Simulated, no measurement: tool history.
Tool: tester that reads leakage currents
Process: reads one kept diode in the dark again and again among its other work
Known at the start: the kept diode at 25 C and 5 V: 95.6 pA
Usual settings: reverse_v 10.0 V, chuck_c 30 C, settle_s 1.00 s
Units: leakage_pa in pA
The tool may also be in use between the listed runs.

run 1 hour=0.0 | reverse_v=10.0 chuck_c=30 settle_s=1.00 | leakage_pa=207.74
run 2 hour=152.5 | reverse_v=10.0 chuck_c=30 settle_s=1.00 | leakage_pa=209.05
run 3 hour=314.7 | reverse_v=10.0 chuck_c=30 settle_s=3.24 | leakage_pa=206.70
run 4 hour=517.3 | reverse_v=10.0 chuck_c=30 settle_s=3.24 | leakage_pa=205.42
run 5 hour=701.3 | reverse_v=10.0 chuck_c=30 settle_s=1.00 | leakage_pa=207.65
run 6 hour=816.0 | reverse_v=10.0 chuck_c=30 settle_s=1.00 | leakage_pa=207.38
run 7 hour=914.1 | reverse_v=10.6 chuck_c=30 settle_s=1.00 | leakage_pa=213.61
run 8 hour=1068.5 | reverse_v=10.0 chuck_c=30 settle_s=1.04 | leakage_pa=206.30
run 9 hour=1209.4 | reverse_v=6.9 chuck_c=30 settle_s=1.00 | leakage_pa=167.61
run 10 hour=1371.8 | reverse_v=6.9 chuck_c=30 settle_s=1.00 | leakage_pa=166.89
run 11 hour=1566.5 | reverse_v=2.3 chuck_c=27 settle_s=1.27 | leakage_pa=71.19
run 12 hour=1746.9 | reverse_v=1.6 chuck_c=38 settle_s=2.01 | leakage_pa=133.27
run 13 hour=1930.5 | reverse_v=5.4 chuck_c=38 settle_s=1.00 | leakage_pa=261.59
run 14 hour=2117.4 | reverse_v=10.0 chuck_c=30 settle_s=1.79 | leakage_pa=202.94
run 15 hour=2283.8 | reverse_v=10.0 chuck_c=30 settle_s=1.79 | leakage_pa=202.41
run 16 hour=2476.1 | reverse_v=10.0 chuck_c=30 settle_s=1.79 | leakage_pa=203.39
run 17 hour=2610.2 | reverse_v=10.0 chuck_c=30 settle_s=1.79 | leakage_pa=202.77
run 18 hour=2802.3 | reverse_v=1.1 chuck_c=30 settle_s=0.31 | leakage_pa=59.05
run 19 hour=2933.6 | reverse_v=2.4 chuck_c=33 settle_s=0.47 | leakage_pa=114.20

The next listed run, before its measurement:
run 20 hour=3060.1 | reverse_v=2.4 chuck_c=40 settle_s=2.16 | leakage_pa=?

{"run 20": {"leakage_pa": 187.51}}
Without the tool's hidden state the same run would have given leakage_pa 201.13 pA.
